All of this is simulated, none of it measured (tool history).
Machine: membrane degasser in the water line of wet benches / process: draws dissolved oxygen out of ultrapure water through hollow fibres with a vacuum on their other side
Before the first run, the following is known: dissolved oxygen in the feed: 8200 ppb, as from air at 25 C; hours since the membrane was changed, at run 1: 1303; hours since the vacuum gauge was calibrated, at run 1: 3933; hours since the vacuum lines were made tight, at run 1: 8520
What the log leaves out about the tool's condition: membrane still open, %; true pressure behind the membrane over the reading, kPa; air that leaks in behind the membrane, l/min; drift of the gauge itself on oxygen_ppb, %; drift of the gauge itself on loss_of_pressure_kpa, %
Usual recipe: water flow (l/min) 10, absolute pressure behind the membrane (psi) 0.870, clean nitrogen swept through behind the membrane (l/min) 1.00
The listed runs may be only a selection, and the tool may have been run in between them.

| run | hour | water flow (l/min) | absolute pressure behind the membrane (psi) | clean nitrogen swept through behind the membrane (l/min) | hours since the membrane was changed | hours since the vacuum gauge was calibrated | hours since the vacuum lines were made tight | dissolved oxygen in the water behind the degasser (ppb) | pressure that the water loses in the fibres (psi) |
|---|---|---|---|---|---|---|---|---|---|
| 1 | 0.0 | 10 | 0.870 | 1.00 | 1303 | 3933 | 8520 | 85.4 | 6.776 |
| 2 | 37.6 | 15 | 0.870 | 1.00 | 1340 | 3970 | 8557 | 171.5 | 10.145 |
| 3 | 71.4 | 15 | 0.870 | 1.00 | 1374 | 4004 | 8591 | 169.4 | 10.180 |
| 4 | 109.7 | 15 | 0.870 | 1.00 | 1412 | 4042 | 8629 | 170.1 | 10.202 |
| 5 | 157.0 | 15 | 0.870 | 1.00 | 1460 | 4090 | 8677 | 169.7 | 10.192 |
| 6 | 189.7 | 10 | 0.870 | 1.00 | 1493 | 4122 | 8709 | 85.0 | 6.762 |
| 7 | 221.1 | 14 | 0.870 | 1.00 | 1524 | 4154 | 8741 | 148.7 | 9.491 |
|  | 228.4 | seals of the vacuum lines changed |
| 8 | 288.4 | 14 | 0.870 | 1.00 | 1589 | 4219 | 60 | 145.6 | 9.455 |
| 9 | 346.3 | 14 | 0.870 | 1.00 | 1647 | 4277 | 118 | 147.8 | 9.504 |
| 10 | 391.6 | 10 | 0.870 | 1.00 | 1692 | 4322 | 163 | 81.6 | 6.792 |
| 11 | 434.4 | 10 | 0.751 | 1.00 | 1735 | 4365 | 206 | 63.5 | 6.776 |
|  | 465.7 | vacuum gauge calibrated |
| 12 | 485.1 | 10 | 1.012 | 1.00 | 1785 | 19 | 256 | 100.4 | 6.762 |
| 13 | 523.7 | 10 | 1.012 | 1.00 | 1824 | 58 | 295 | 101.9 | 6.795 |
| 14 | 555.6 | 7 | 1.012 | 1.00 | 1856 | 90 | 327 | 65.7 | 4.795 |
| 15 | 601.7 | 7 | 1.012 | 1.00 | 1902 | 136 | 373 | 65.8 | 4.738 |
| 16 | 636.7 | 7 | 1.012 | 1.00 | 1937 | 171 | 408 | 64.1 | 4.743 |
| 17 | 681.2 | 10 | 0.870 | 2.32 | 1982 | 216 | 452 | 42.9 | 6.857 |
| 18 | 728.4 | 10 | 0.870 | 2.32 | 2029 | 263 | 499 | 43.2 | 6.860 |
| 19 | 780.0 | 16 | 0.870 | 2.07 | 2080 | 314 | 551 | 137.9 | 10.966 |
| 20 | 836.3 | 16 | 1.736 | 2.07 | 2137 | 371 | 607 | 245.6 | 10.937 |
| 21 | 903.3 | 7 | 0.870 | 1.00 | 2204 | 438 | 674 | 48.8 | 4.796 |
| 22 | 936.1 | 10 | 0.870 | 0.66 | 2236 | 470 | 707 | 108.6 | 6.866 |
| 23 | 997.0 | 10 | 0.956 | 0.66 | 2297 | 531 | 768 | 129.2 | 6.811 |
| 24 | 1025.3 | 12 | 1.336 | 0.66 | 2326 | 560 | 796 | 270.7 | 8.192 |
| 25 | 1083.3 | 12 | 1.105 | 0.66 | 2384 | 618 | 854 | 206.4 | 8.206 |
| 26 | 1149.0 | 13 | 0.870 | 1.02 | 2449 | 683 | 920 | 123.3 | 8.921 |
| 27 | 1182.4 | 8 | 0.569 | 0.63 | 2483 | 717 | 954 | 24.6 | 5.435 |
| 28 | 1231.9 | 7 | 0.870 | 0.87 | 2532 | 766 | 1003 | 56.5 | 4.744 |
| 29 | 1283.7 | 8 | 0.870 | 0.87 | 2584 | 818 | 1055 | 65.7 | 5.475 |
| 30 | 1349.7 | 8 | 1.413 | 0.51 | 2650 | 884 | 1121 | 233.7 | 5.461 |
| 31 | 1394.7 | 9 | 0.721 | 2.85 | 2695 | 929 | 1166 | 21.9 | 6.184 |

Each row is a separate what-if for the run after 31, all from the same tool condition, not one after another. Results?
| A | 1446.0 | 9 | 1.021 | 0.49 | 2746 | 980 | 1217 | ? | ? |
| B | 1446.0 | 8 | 0.805 | 1.00 | 2746 | 980 | 1217 | ? | ? |
| C | 1446.0 | 7 | 1.870 | 0.91 | 2746 | 980 | 1217 | ? | ? |
| D | 1446.0 | 12 | 0.740 | 2.85 | 2746 | 980 | 1217 | ? | ? |
| E | 1446.0 | 6 | 1.581 | 0.46 | 2746 | 980 | 1217 | ? | ? |

| run | dissolved oxygen in the water behind the degasser (ppb) | pressure that the water loses in the fibres (psi) |
|---|---|---|
| A | 167.8 | 6.112 |
| B | 50.1 | 5.455 |
| C | 176.9 | 4.764 |
| D | 52.2 | 8.145 |
| E | 233.0 | 4.136 |
Had the tool no hidden state, the same runs would have come out as:
| run | dissolved oxygen in the water behind the degasser (ppb) | pressure that the water loses in the fibres (psi) |
|---|---|---|
| A | 167.1 | 6.012 |
| B | 49.6 | 5.365 |
| C | 175.2 | 4.685 |
| D | 49.5 | 8.010 |
| E | 231.2 | 4.068 |
